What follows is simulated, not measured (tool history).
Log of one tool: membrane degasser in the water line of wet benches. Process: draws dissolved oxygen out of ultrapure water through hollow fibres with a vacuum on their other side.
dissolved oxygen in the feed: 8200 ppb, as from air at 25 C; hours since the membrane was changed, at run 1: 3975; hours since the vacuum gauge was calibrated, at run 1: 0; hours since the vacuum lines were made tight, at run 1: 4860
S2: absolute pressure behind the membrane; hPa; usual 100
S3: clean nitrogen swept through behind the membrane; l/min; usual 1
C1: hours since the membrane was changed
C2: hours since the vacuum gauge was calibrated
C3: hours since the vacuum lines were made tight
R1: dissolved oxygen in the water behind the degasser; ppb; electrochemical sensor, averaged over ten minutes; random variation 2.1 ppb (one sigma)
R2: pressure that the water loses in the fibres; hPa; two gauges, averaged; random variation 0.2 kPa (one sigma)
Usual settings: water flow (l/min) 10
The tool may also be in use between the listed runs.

Run 1, day 0: usual settings; C1 3975; C2 0; C3 4860. Result: R1 217.7 ppb, R2 475.1 hPa.
Run 2, day 7.004: usual settings but S2 166 hPa; C1 4143; C2 168; C3 5028. Result: R1 367.6 ppb, R2 475.2 hPa.
Run 3, day 10.708: usual settings but S2 120 hPa; C1 4232; C2 257; C3 5117. Result: R1 263.2 ppb, R2 474.5 hPa.
Run 4, day 17.208: usual settings but S2 120 hPa; C1 4388; C2 413; C3 5272. Result: R1 264.8 ppb, R2 473.1 hPa.
Run 5, day 23.358: usual settings; C1 4535; C2 561; C3 5420. Result: R1 219.2 ppb, R2 474.5 hPa.
At day 26.462: seals of the vacuum lines changed.
Run 6, day 26.462: usual settings but S3 2.06 l/min; C1 4608; C2 633; C3 0. Result: R1 136.2 ppb, R2 478 hPa.
Run 7, day 29.929: usual settings; C1 4691; C2 716; C3 83. Result: R1 218.8 ppb, R2 480.4 hPa.
Run 8, day 37.112: usual settings; C1 4863; C2 889; C3 256. Result: R1 215 ppb, R2 475 hPa.
Run 9, day 40.854: usual settings but water flow (l/min) 13; C1 4953; C2 979; C3 345. Result: R1 305.3 ppb, R2 619.3 hPa.
Run 10, day 47.521: usual settings but water flow (l/min) 13; C1 5113; C2 1139; C3 505. Result: R1 303.7 ppb, R2 624.6 hPa.
Run 11, day 51.721: usual settings but water flow (l/min) 13; C1 5214; C2 1239; C3 606. Result: R1 313.9 ppb, R2 625 hPa.
Run 12, day 56.658: usual settings; C1 5332; C2 1358; C3 725. Result: R1 219.5 ppb, R2 483.3 hPa.
Run 13, day 61.354: usual settings; C1 5445; C2 1471; C3 837. Result: R1 222.4 ppb, R2 479.2 hPa.
Run 14, day 67.558: usual settings; C1 5594; C2 1619; C3 986. Result: R1 216.2 ppb, R2 482.6 hPa.
Run 15, day 74.571: usual settings but S3 1.88 l/min; C1 5762; C2 1788; C3 1155. Result: R1 146.9 ppb, R2 480.6 hPa.
Run 16, day 80.475: usual settings but S3 1.88 l/min; C1 5904; C2 1929; C3 1296. Result: R1 150.7 ppb, R2 482.3 hPa.
Run 17, day 84.4: usual settings but S2 61 hPa; C1 5998; C2 2024; C3 1391. Result: R1 131.1 ppb, R2 484.5 hPa.
Run 18, day 91.625: usual settings but water flow (l/min) 15, S2 78 hPa, S3 2.5 l/min; C1 6172; C2 2197; C3 1564. Result: R1 226.1 ppb, R2 728 hPa.
Run 19, day 94.933: usual settings but water flow (l/min) 15, S2 78 hPa, S3 2.5 l/min; C1 6251; C2 2276; C3 1643. Result: R1 226.9 ppb, R2 724 hPa.
Run 20, day 102.092: usual settings but water flow (l/min) 15, S2 88 hPa, S3 2.42 l/min; C1 6423; C2 2448; C3 1815. Result: R1 244.6 ppb, R2 716.9 hPa.
Run 21, day 106.475: usual settings but water flow (l/min) 7, S2 222 hPa; C1 6528; C2 2553; C3 1920. Result: R1 334.7 ppb, R2 341.4 hPa.
Run 22, day 109.392: usual settings but water flow (l/min) 7, S2 222 hPa; C1 6598; C2 2623; C3 1990. Result: R1 340.3 ppb, R2 335.2 hPa.
Run 23, day 115.958: usual settings but water flow (l/min) 8, S2 158 hPa; C1 6756; C2 2781; C3 2148. Result: R1 275.6 ppb, R2 383.6 hPa.
Run 24, day 119.046: usual settings but water flow (l/min) 8, S2 170 hPa; C1 6830; C2 2855; C3 2222. Result: R1 291.3 ppb, R2 384.4 hPa.
Run 25, day 123.204: usual settings but water flow (l/min) 13, S2 82 hPa, S3 1.53 l/min; C1 6929; C2 2955; C3 2322. Result: R1 221.9 ppb, R2 629.6 hPa.
Run 26, day 128.638: usual settings but water flow (l/min) 13, S2 118 hPa, S3 1.39 l/min; C1 7060; C2 3085; C3 2452. Result: R1 307.7 ppb, R2 634.6 hPa.
Run 27, day 132.825: usual settings but S3 0.48 l/min; C1 7160; C2 3186; C3 2553. Result: R1 379.7 ppb, R2 485.7 hPa.
Run 28, day 136.35: usual settings but S3 0.48 l/min; C1 7245; C2 3270; C3 2637. Result: R1 377.1 ppb, R2 487.5 hPa.
Run 29, day 142.671: usual settings but water flow (l/min) 8, S3 0.68 l/min; C1 7397; C2 3422; C3 2789. Result: R1 223.1 ppb, R2 384.4 hPa.
Run 30, day 145.846: usual settings but water flow (l/min) 15, S2 173 hPa, S3 0.56 l/min; C1 7473; C2 3498; C3 2865. Result: R1 906.8 ppb, R2 729.5 hPa.
Run 31, day 151.421: usual settings but S2 183 hPa; C1 7607; C2 3632; C3 2999. Result: R1 410.3 ppb, R2 490 hPa.

The same runs without the tool's hidden state, with the same run-to-run variation:
The hidden state here: membrane still open, %; true pressure behind the membrane over the reading, kPa; air that leaks in behind the membrane, l/min; drift of the gauge itself on oxygen_ppb, %; drift of the gauge itself on loss_of_pressure_kpa, %.
run     R1     R2
  1  206.3  462.3
  2  352.3  461.9
  3  249.9  460.8
  4  250.8  458.8
  5  205.7  459.7
  6  127.1  462.9
  7  208.6    465
  8  204.3  459.1
  9  288.1  598.3
 10  285.8  602.8
 11  294.9  602.7
 12  206.8  465.6
 13  209.2  461.2
 14  202.8  464.1
 15  134.1  461.5
 16  137.1  462.6
 17  116.2  464.5
 18  198.5    697
 19  198.8  692.8
 20  215.5  685.1
 21  322.6  326.1
 22  327.7  319.8
 23  261.6  365.4
 24    277  366.1
 25  195.1  599.4
 26  279.7  603.7
 27  355.4  461.5
 28  352.6    463
 29  206.5  364.4
 30  866.3  691.6
 31  386.7  464.1
